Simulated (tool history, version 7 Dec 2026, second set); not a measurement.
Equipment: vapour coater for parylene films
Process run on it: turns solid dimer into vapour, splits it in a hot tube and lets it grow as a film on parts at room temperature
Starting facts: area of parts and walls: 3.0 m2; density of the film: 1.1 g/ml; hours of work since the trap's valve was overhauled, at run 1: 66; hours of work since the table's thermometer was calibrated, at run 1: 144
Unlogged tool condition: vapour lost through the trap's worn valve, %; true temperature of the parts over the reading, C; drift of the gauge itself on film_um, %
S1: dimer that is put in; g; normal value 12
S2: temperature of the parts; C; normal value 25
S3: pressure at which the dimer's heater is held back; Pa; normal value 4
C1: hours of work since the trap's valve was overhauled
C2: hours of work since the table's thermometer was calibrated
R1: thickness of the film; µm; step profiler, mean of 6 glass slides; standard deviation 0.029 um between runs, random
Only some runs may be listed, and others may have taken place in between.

run	day	S1	S2	S3	C1	C2	R1
1	0	12	25	4	66	144	2.65
2	2.417	12	25	4	109	186	2.58
3	3.721	12	25	4	131	208	2.6
4	5.7	12	25	4	166	243	2.59
5	6.908	12	25	4	187	264	2.58
6	9.121	12	25	4	225	302	2.53
7	10.688	12	25	4	253	330	2.48
8	12.012	12	18	4	276	353	3.03
9	13.95	12	18	4	309	387	2.96
# day 16.758: trap's valve overhauled
10	16.758	12	18	4	0	432	3.24
11	18.671	12	33	4	33	466	2.09
12	20.9	12	33	4	72	505	2.06
13	23.433	12	33	4	116	549	2.07
14	25.612	12	25	10.86	154	587	2.17
15	28.25	12	25	10.86	200	633	2.18
16	29.904	19	25	3	229	661	4.21
17	31.708	19	25	3	260	693	4.14
18	33.1	16	25	4.45	285	717	3.2
19	35.817	5	27	10.8	332	764	0.8
# day 37.192: trap's valve overhauled
20	37.279	5	27	10.8	2	787	0.88
21	39.183	22	20	6.12	35	820	5.17
22	41.075	15	25	9.94	68	853	2.83
23	43.3	14	23	3.66	106	892	3.23
24	45.196	14	27	3.66	139	925	2.87
25	47.425	14	28	7.35	178	963	2.44

Forecast each of these 3 alternatives for the next run:
A	49.912	13	29	4	221	1007	?
B	49.912	12	37	4	221	1007	?
C	49.912	14	29	3.81	221	1007	?

run	R1
A	2.43
B	1.77
C	2.62
The same runs, with their run-to-run variation unchanged, on a tool lacking any hidden condition would have given:
run	R1
A	2.64
B	1.92
C	2.86

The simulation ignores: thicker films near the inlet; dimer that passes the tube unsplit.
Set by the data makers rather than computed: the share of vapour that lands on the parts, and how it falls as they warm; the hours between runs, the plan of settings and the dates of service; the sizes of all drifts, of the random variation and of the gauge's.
